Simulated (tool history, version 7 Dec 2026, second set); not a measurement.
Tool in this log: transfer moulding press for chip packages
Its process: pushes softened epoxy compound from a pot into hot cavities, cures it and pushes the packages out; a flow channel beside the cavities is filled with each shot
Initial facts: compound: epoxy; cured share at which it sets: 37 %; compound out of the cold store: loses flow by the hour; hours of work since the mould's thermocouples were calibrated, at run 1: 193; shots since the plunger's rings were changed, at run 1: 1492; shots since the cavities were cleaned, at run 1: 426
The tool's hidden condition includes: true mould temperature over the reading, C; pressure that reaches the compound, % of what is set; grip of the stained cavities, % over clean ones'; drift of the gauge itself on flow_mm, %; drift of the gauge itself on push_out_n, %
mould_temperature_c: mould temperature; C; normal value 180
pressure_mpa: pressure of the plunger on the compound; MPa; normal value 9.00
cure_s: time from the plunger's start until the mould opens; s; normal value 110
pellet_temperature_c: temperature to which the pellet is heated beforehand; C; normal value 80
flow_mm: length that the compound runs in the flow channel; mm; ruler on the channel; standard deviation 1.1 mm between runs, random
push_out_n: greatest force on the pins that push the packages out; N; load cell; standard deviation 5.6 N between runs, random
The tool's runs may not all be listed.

run   hour  mould_temperature_c  pressure_mpa  cure_s  pellet_temperature_c  hours of work since the mould's thermocouples were calibrated  shots since the plunger's rings were changed  shots since the cavities were cleaned  incoming compound's hours out of the cold store  flow_mm  push_out_n
  1    0.0                  180          9.00     110                    80                                                            193                                          1492                                    426                                              9.7      795         362
       4.3  -- cavities cleaned with cleaning compound and waxed
  2   45.7                  180          9.00     110                    80                                                            219                                          1898                                    380                                             18.4      762         345
      52.3  -- cavities cleaned with cleaning compound and waxed
  3   82.0                  184          9.00     110                    80                                                            239                                          2218                                    273                                             18.3      747         281
     103.3  -- cavities cleaned with cleaning compound and waxed
  4  125.1                  184          9.00     110                    80                                                            262                                          2600                                    200                                             45.9      661         268
     151.5  -- cavities cleaned with cleaning compound and waxed
  5  152.0                  184          9.00     110                    80                                                            277                                          2833                                      4                                             31.4      702         216
     160.8  -- plunger's sealing rings changed
  6  183.1                  180          9.00     110                    75                                                            293                                           205                                    267                                              8.5      809         331
     204.1  -- cavities cleaned with cleaning compound and waxed
  7  210.0                  180          9.00     110                    75                                                            308                                           438                                     54                                             47.0      684         273
  8  232.8                  180          9.00     110                    80                                                            321                                           648                                    264                                             11.4      795         348
     256.0  -- cavities cleaned with cleaning compound and waxed
  9  271.7                  180          9.00     117                    80                                                            342                                           991                                    144                                             32.8      723         285
 10  293.2                  180          9.00     117                    80                                                            355                                          1188                                    341                                             31.5      729         310
     305.9  -- cavities cleaned with cleaning compound and waxed
 11  313.9                  180          8.52     110                    80                                                            366                                          1364                                     72                                             12.3      766         285
 12  346.4                  180          8.52     110                    80                                                            384                                          1663                                    371                                             21.3      735         360
     354.9  -- cavities cleaned with cleaning compound and waxed
 13  380.8                  180          9.00     110                    80                                                            403                                          1966                                    238                                             20.9      755         326
 14  400.9                  180          8.37     141                    82                                                            415                                          2150                                    422                                             33.2      689         305
     404.7  -- cavities cleaned with cleaning compound and waxed
 15  437.8                  180          8.37     141                    82                                                            435                                          2475                                    304                                             17.1      736         284
     452.8  -- cavities cleaned with cleaning compound and waxed
 16  460.8                  180          8.37     141                    82                                                            447                                          2672                                     72                                             22.0      718         229
     485.0  -- plunger's sealing rings changed
 17  498.3                  180          8.37     141                    82                                                            467                                           123                                    395                                             37.2      688         299
     504.3  -- cavities cleaned with cleaning compound and waxed
 18  529.4                  180          8.37     141                    82                                                            484                                           394                                    231                                             16.8      749         265
     555.4  -- cavities cleaned with cleaning compound and waxed
 19  572.6                  174          6.88      99                    87                                                            508                                           777                                    158                                             26.9      669         531
 20  593.7                  174          6.88      99                    87                                                            520                                           971                                    352                                             25.3      670         621
     603.7  -- cavities cleaned with cleaning compound and waxed
 21  616.2                  180          8.99     142                    88                                                            532                                          1164                                    115                                              9.6      795         241
 22  638.3                  185          8.99     115                    77                                                            545                                          1367                                    318                                             26.1      721         286
     652.6  -- cavities cleaned with cleaning compound and waxed
 23  672.8                  180          7.76     110                    86                                                            564                                          1670                                    186                                             24.2      691         307
     701.7  -- cavities cleaned with cleaning compound and waxed
 24  709.5                  175          8.45     115                    89                                                            584                                          1993                                     71                                             48.0      666         311
 25  745.0                  178         10.75     115                    89                                                            604                                          2320                                    398                                             39.6      762         351

Below, some changes in flow_mm between adjacent runs. For each, the amount present without the hidden state too (settings, incoming material, random variation) and the amount remaining for the hidden state with gauge scatter not shared by both compared results:
Run 5 -> 6: mould_temperature_c 184 -> 180, pellet_temperature_c 80 -> 75, plunger's sealing rings changed. flow_mm +107 mm: hidden state +19, all else +88.
Run 6 -> 7: cavities cleaned with cleaning compound and waxed. flow_mm -125 mm: hidden state -2, all else -123.
Run 16 -> 17: plunger's sealing rings changed. flow_mm -30 mm: hidden state +16, all else -46.
Run 20 -> 21: mould_temperature_c 174 -> 180, pressure_mpa 6.88 -> 8.99, cure_s 99 -> 142, pellet_temperature_c 87 -> 88, cavities cleaned with cleaning compound and waxed. flow_mm +125 mm: hidden state -3, all else +128.
